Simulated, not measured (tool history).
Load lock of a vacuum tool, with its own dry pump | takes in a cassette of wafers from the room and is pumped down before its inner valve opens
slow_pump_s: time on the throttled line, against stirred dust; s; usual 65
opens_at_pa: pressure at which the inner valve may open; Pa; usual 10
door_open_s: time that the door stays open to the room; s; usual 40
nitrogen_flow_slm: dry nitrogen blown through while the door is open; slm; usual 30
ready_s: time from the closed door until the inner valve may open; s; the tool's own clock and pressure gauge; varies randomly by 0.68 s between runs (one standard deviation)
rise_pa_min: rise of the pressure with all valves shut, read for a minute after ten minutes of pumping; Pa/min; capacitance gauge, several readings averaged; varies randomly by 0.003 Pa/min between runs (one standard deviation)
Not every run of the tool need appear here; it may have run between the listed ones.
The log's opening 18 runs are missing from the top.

run	hour	slow_pump_s	opens_at_pa	door_open_s	nitrogen_flow_slm	hours that the pump has run since its overhaul	times that the door has closed on its seal	incoming humidity of the room's air, %	ready_s	rise_pa_min
19	2412.3	65	8	61	9	5506	17272	43.3	151.7	0.08
20	2557.2	44	10	40	30	5651	17775	45.4	133.3	0.067
21	2666.2	44	10	40	30	5760	18153	45.9	133.2	0.064
22	2848	36	13	40	30	5942	18784	44.8	125.1	0.068
23	2943.7	36	8	36	10	6038	19116	45	130.4	0.086
24	3057.8	32	16	40	5	6152	19512	46.5	119.8	0.087
25	3143.3	67	10	40	13	6237	19808	44.7	151.7	0.079
26	3238.9	65	18	101	30	6333	20140	46.3	143.4	0.085
27	3316.7	65	18	38	11	6411	20410	43.9	145.2	0.084
28	3449.8	65	18	38	11	6544	20872	44.6	144.2	0.084
29	3533.3	65	18	38	11	6627	21161	47.7	144	0.09
30	3702.9	123	10	40	33	6797	21750	46.2	194.4	0.077
31	3876.5	65	9	40	30	6970	22352	47.2	152.4	0.084
32	4014.4	46	12	40	9	7108	22831	47.5	135.6	0.096
33	4182.7	66	10	40	30	7277	23415	45.2	154.7	0.088
34	4264.9	104	10	40	42	7359	23700	46.1	181.9	0.085
35	4433.7	65	10	40	11	7528	24286	42.9	151.8	0.1
36	4515.6	65	10	40	11	7610	24570	41.1	151.6	0.105

Consider 3 possible next runs. They are alternatives, not a sequence: every one starts from the tool as it was left by run 36. What does each give?
A	4695.7	65	10	40	6	7790	25195	43.7	?	?
B	4695.7	65	10	40	14	7790	25195	44.8	?	?
C	4695.7	34	10	40	30	7790	25195	45.3	?	?

run	ready_s	rise_pa_min
A	152.6	0.108
B	151.8	0.098
C	129.6	0.095
With the hidden condition removed and each run's random variation left untouched, the same runs would have given:
run	ready_s	rise_pa_min
A	140.5	0.032
B	139.9	0.021
C	116.3	0.018
